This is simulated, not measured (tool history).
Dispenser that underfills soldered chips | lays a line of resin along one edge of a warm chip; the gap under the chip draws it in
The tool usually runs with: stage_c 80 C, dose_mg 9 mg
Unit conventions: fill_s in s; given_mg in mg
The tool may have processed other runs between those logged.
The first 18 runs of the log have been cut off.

run   hour  stage_c  dose_mg  fill_s  given_mg
 19   87.4       80    10.45   155.5      9.94
      90.1  -- new syringe of resin
 20   94.9       91    10.16      74      9.67
 21  100.4       68    10.64   237.4     10.09
     104.4  -- dispensing valve cleaned and set on the balance
 22  104.4       72     9.52   219.4      9.53
     107.2  -- new syringe of resin
 23    110       70     9.37   173.7       9.3
 24  115.3       69        9   217.8      8.96
 25  118.5       82     9.69   132.6      9.59
     123.1  -- new syringe of resin
 26  123.6       92    10.81    62.3     10.71
 27  129.1       76     10.4   143.5     10.35
 28  135.9       93     8.11    90.5      8.05
     139.4  -- new syringe of resin
 29  139.5       73     7.89   140.6      7.83
 30  144.4       73     7.89   167.1      7.76
 31  147.8       70     7.79   211.5      7.69
 32  154.9       66     10.6   313.5     10.46
     155.6  -- new syringe of resin
 33  158.5       66      9.3   211.9      9.06
 34  162.6       66      9.3   243.2      9.08
 35  168.3       66      9.3   291.8      9.04

Branching from run 35: 4 alternative next runs. What would each branch give?
     171.7  -- new syringe of resin
  A  172.8       66     7.67       ?         ?
     171.7  -- new syringe of resin
  B  172.8       66    11.39       ?         ?
     171.7  -- new syringe of resin
  C  172.8       88     7.97       ?         ?
     171.7  -- new syringe of resin
  D  172.8       89      9.3       ?         ?

run  fill_s  given_mg
  A   192.6      7.51
  B   189.2      11.1
  C    75.7      7.69
  D    70.8      9.04
With no hidden state in the tool, these same runs would have given:
run  fill_s  given_mg
  A   185.8      7.72
  B   183.5     11.41
  C    73.3      7.91
  D    68.7      9.29

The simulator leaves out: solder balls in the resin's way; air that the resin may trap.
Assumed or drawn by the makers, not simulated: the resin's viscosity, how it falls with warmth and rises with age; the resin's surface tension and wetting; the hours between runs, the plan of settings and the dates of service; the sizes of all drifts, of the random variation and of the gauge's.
